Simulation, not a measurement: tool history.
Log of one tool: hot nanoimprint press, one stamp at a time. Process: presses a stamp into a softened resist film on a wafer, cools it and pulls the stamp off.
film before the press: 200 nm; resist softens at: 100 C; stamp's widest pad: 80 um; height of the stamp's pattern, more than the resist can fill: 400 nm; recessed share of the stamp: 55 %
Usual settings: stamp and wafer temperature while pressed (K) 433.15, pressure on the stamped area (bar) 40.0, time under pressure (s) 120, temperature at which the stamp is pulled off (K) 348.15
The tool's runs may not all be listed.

run   hour  stamp and wafer temperature while pressed (K)  pressure on the stamped area (bar)  time under pressure (s)  temperature at which the stamp is pulled off (K)  resist left under the stamp's widest pad (nm)  greatest force while the stamp is pulled off (N)
  1    0.0                                         433.15                                40.0                      120                                            348.15                                          110.2                                               147
  2   16.6                                         433.15                                40.0                      120                                            348.15                                          109.9                                               146
  3   28.4                                         433.15                                40.0                      120                                            348.15                                          110.6                                               145
  4   47.7                                         433.15                                26.6                      120                                            348.15                                          132.7                                               147
      62.0  -- stamp cleaned and given a new release coat
  5   62.8                                         433.15                                26.6                      120                                            348.15                                          132.7                                               147
  6   77.0                                         444.15                                45.0                      120                                            348.15                                           79.1                                               147
  7   85.9                                         444.15                                45.0                      120                                            348.15                                           79.3                                               141
  8   94.6                                         444.15                                45.0                      120                                            348.15                                           79.0                                               148
  9  111.5                                         444.15                                45.0                      120                                            348.15                                           78.7                                               150

Forecast run 10:
 10  128.5                                         444.15                                45.0                      120                                            348.15                                              ?                                                 ?

{"run 10": {"resist left under the stamp's widest pad (nm)": 78.5, "greatest force while the stamp is pulled off (N)": 148}}
Without the tool's hidden state the same run would have given resist left under the stamp's widest pad (nm) 78.0, greatest force while the stamp is pulled off (N) 147.

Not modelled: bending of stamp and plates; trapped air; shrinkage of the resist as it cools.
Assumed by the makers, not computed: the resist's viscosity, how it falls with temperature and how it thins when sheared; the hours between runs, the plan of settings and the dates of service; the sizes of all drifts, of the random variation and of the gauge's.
